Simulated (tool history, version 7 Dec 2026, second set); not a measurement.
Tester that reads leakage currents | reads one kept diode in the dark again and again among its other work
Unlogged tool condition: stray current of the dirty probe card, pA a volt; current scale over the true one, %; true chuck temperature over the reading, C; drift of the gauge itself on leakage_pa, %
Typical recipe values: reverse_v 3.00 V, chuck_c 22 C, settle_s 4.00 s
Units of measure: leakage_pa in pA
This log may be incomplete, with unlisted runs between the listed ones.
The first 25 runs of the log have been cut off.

| run | hour | reverse_v | chuck_c | settle_s | hours of work since the probe card was cleaned | hours of work since the tester was calibrated | hours of work since the chuck was calibrated | leakage_pa |
|---|---|---|---|---|---|---|---|---|
| 26 | 1925.8 | 2.38 | 25 | 1.05 | 1763 | 265 | 980 | 135.91 |
| 27 | 1978.4 | 4.30 | 22 | 5.04 | 1797 | 299 | 1014 | 133.64 |
| 28 | 2057.9 | 2.47 | 49 | 4.62 | 1848 | 350 | 1066 | 1123.72 |
| 29 | 2105.4 | 2.47 | 49 | 4.62 | 1879 | 381 | 1096 | 1118.39 |
| 30 | 2155.6 | 1.54 | 49 | 4.62 | 1911 | 413 | 1129 | 912.49 |
| 31 | 2206.4 | 14.46 | 33 | 3.96 | 1944 | 446 | 1161 | 654.15 |
| 32 | 2302.5 | 1.05 | 34 | 3.96 | 2006 | 508 | 1223 | 217.66 |
| 33 | 2377.6 | 16.50 | 57 | 0.92 | 2054 | 557 | 1272 | 5067.85 |
| 34 | 2437.7 | 16.50 | 57 | 0.92 | 2093 | 595 | 1311 | 5086.46 |

Each row is a separate what-if for the run after 34, all from the same tool condition, not one after another. Results?
| A | 2505.3 | 3.00 | 37 | 0.92 | 2137 | 639 | 1354 | ? |
| B | 2505.3 | 12.11 | 59 | 0.92 | 2137 | 639 | 1354 | ? |
| C | 2505.3 | 2.09 | 32 | 0.44 | 2137 | 639 | 1354 | ? |

| run | leakage_pa |
|---|---|
| A | 461.07 |
| B | 5170.54 |
| C | 252.76 |
With the hidden condition removed and each run's random variation left untouched, the same runs would have given:
| run | leakage_pa |
|---|---|
| A | 412.16 |
| B | 4700.06 |
| C | 224.86 |
